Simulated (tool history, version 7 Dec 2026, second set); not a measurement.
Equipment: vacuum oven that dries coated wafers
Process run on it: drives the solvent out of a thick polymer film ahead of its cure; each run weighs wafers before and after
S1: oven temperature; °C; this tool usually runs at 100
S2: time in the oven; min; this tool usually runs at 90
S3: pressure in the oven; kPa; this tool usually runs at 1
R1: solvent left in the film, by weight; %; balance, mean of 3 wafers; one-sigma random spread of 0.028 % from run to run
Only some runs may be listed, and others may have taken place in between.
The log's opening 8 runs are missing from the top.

{"run": 9, "day": 23.596, "S1": 100, "S2": 103, "S3": 1, "R1": 3.11}
{"run": 10, "day": 25.429, "S1": 100, "S2": 90, "S3": 1, "R1": 3.92}
{"run": 11, "day": 27.908, "S1": 100, "S2": 90, "S3": 1, "R1": 3.9}
{"run": 12, "day": 32.175, "S1": 100, "S2": 90, "S3": 1, "R1": 3.87}
{"run": 13, "day": 34.279, "S1": 100, "S2": 90, "S3": 1, "R1": 3.91}
{"run": 14, "day": 38.146, "S1": 100, "S2": 90, "S3": 1, "R1": 3.88}
{"run": 15, "day": 40.904, "S1": 100, "S2": 90, "S3": 1, "R1": 3.9}
{"run": 16, "day": 43.375, "S1": 100, "S2": 90, "S3": 1, "R1": 3.92}
{"run": 17, "day": 47.012, "S1": 100, "S2": 90, "S3": 1, "R1": 3.88}
{"day": 49.908, "done": "oven's thermocouples calibrated"}
{"run": 18, "day": 51.617, "S1": 100, "S2": 46, "S3": 1, "R1": 8.29}
{"run": 19, "day": 54.612, "S1": 100, "S2": 46, "S3": 1, "R1": 8.26}
{"run": 20, "day": 56.538, "S1": 100, "S2": 46, "S3": 1, "R1": 8.31}
{"run": 21, "day": 59.662, "S1": 97, "S2": 95, "S3": 0.64, "R1": 4.5}
{"run": 22, "day": 63.383, "S1": 86, "S2": 90, "S3": 1.27, "R1": 8.99}
{"run": 23, "day": 66.467, "S1": 92, "S2": 138, "S3": 1, "R1": 4}
{"run": 24, "day": 69.971, "S1": 100, "S2": 159, "S3": 0.51, "R1": 1.17}

What does the tool deliver on the next run?
{"run": 25, "day": 74.288, "S1": 100, "S2": 159, "S3": 0.51, "R1": "?"}

R1: 1.14 %
On a tool with no hidden condition, and with the same random variation, this run would have come out at R1 1.14 %.
